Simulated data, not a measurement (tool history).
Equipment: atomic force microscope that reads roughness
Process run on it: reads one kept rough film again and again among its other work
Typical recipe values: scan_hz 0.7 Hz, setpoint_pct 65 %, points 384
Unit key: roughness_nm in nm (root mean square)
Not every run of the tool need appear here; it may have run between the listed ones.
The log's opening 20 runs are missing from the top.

run,hour,scan_hz,setpoint_pct,points,pictures with this tip,hours of work since the height scale was calibrated,roughness_nm
21,421.2,0.7,65,384,101,381,4.791
# hour 437.2: new tip fitted
22,446.5,0.7,65,384,11,393,4.773
23,462.3,0.7,66,384,31,400,4.772
24,483.7,1.103,66,384,58,410,4.7
25,508.1,1.579,74,766,88,421,4.541
26,526.7,1.203,65,384,111,430,4.679
# hour 533.5: new tip fitted
27,542.6,1.203,65,384,11,437,4.706
28,559,0.904,65,384,31,445,4.692
29,587.3,0.7,65,880,66,458,4.782
30,599.7,0.956,71,880,82,463,4.718
31,613.4,1.165,78,606,99,470,4.523

Run 32 is up next; what results do you expect?
# hour 631.5: new tip fitted
32,641,1.165,78,606,12,482,?

Run 32 gave roughness_nm 4.579 nm (root mean square).
With the hidden condition absent and the run-to-run variation left alone, this run would have shown roughness_nm 4.58 nm (root mean square).

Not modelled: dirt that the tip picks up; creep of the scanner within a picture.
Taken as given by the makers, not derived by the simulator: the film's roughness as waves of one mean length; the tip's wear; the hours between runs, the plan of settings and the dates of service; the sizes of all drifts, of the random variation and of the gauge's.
